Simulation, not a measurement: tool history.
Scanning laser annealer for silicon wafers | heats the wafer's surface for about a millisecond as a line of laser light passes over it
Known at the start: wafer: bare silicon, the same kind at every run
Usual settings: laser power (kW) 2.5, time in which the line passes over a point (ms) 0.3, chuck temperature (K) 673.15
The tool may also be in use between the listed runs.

run   hour  laser power (kW)  time in which the line passes over a point (ms)  chuck temperature (K)  highest temperature of the surface (K)
  1      0               2.5                                              0.3                 673.15                                 1397.15
  2    9.7               2.5                                              0.3                 673.15                                 1396.15
  3   20.3               2.5                                              0.3                 673.15                                 1394.15
  4   33.1               2.5                                              0.3                 692.15                                 1410.15
  5     48               2.5                                              0.3                 692.15                                 1412.15
  6   65.5               2.5                                              0.3                 692.15                                 1414.15
  7   81.9             2.615                                              0.3                 673.15                                 1428.15
  8   90.8             2.615                                              0.3                 673.15                                 1429.15
  9  106.9               2.5                                              0.3                 668.15                                 1385.15
 10  124.7               2.5                                              0.3                 668.15                                 1385.15
 11  133.9               2.5                                              0.3                 668.15                                 1386.15
 12  153.2               2.5                                              0.3                 668.15                                 1385.15
 13  161.1               2.5                                              0.3                 668.15                                 1384.15
 14  176.9               2.5                                             0.37                 668.15                                 1477.15
 15  194.7               2.5                                             0.37                 668.15                                 1474.15
 16  203.9               2.5                                            0.218                 673.15                                 1266.15
 17  218.9               2.5                                            0.218                 673.15                                 1266.15
 18  233.8             2.365                                              0.3                 673.15                                 1346.15
 19  248.3               2.5                                            0.222                 712.15                                 1309.15
     251.8  -- window over the wafer cleaned
 20  268.1             2.164                                             0.32                 659.15                                 1287.15
 21  283.7             2.349                                            0.214                 686.15                                 1228.15
     297.5  -- window over the wafer cleaned, once more
 22  298.6             2.531                                            0.292                 686.15                                 1407.15
 23    317             2.215                                            0.241                 667.15                                 1224.15
 24  331.6             2.742                                             0.35                 636.15                                 1509.15
 25  340.2              2.31                                            0.226                 673.15                                 1234.15
 26  348.4             2.578                                            0.226                 677.15                                 1309.15
 27  363.3               2.5                                              0.3                 671.15                                 1389.15
 28  371.6             2.369                                            0.314                 671.15                                 1369.15
 29  391.1             2.369                                            0.314                 671.15                                 1370.15
 30  408.3             2.217                                            0.314                 671.15                                 1319.15
 31  427.3             2.217                                            0.314                 671.15                                 1318.15
 32    438             2.217                                            0.314                 671.15                                 1318.15
 33  456.9             2.523                                            0.244                 671.15                                 1315.15
 34  465.7             2.523                                            0.244                 671.15                                 1318.15
 35    478             2.667                                            0.228                 680.15                                 1336.15
 36  488.9             2.667                                            0.228                 680.15                                 1335.15

Some steps in highest temperature of the surface (K) between neighbouring runs. How much of each would the tool show without its hidden state too (settings, what came in, random variation), and how much is left for the hidden state, with any gauge scatter that isn't in both results?
The hidden state here: light that passes the window, % of a clean one's; laser's true power over the reading, %; width of the line over the set one, %; drift of the gauge itself on peak_c, C.
Run 15 -> 16: time in which the line passes over a point (ms) 0.37 -> 0.218, chuck temperature (K) 668.15 -> 673.15. highest temperature of the surface (K) -208: hidden state +6, all else -214.
Run 21 -> 22: laser power (kW) 2.349 -> 2.531, time in which the line passes over a point (ms) 0.214 -> 0.292, window over the wafer cleaned, once more. highest temperature of the surface (K) +179: hidden state +7, all else +172.
Run 23 -> 24: laser power (kW) 2.215 -> 2.742, time in which the line passes over a point (ms) 0.241 -> 0.35, chuck temperature (K) 667.15 -> 636.15. highest temperature of the surface (K) +285: hidden state -6, all else +291.
Run 24 -> 25: laser power (kW) 2.742 -> 2.31, time in which the line passes over a point (ms) 0.35 -> 0.226, chuck temperature (K) 636.15 -> 673.15. highest temperature of the surface (K) -275: hidden state +5, all else -280.
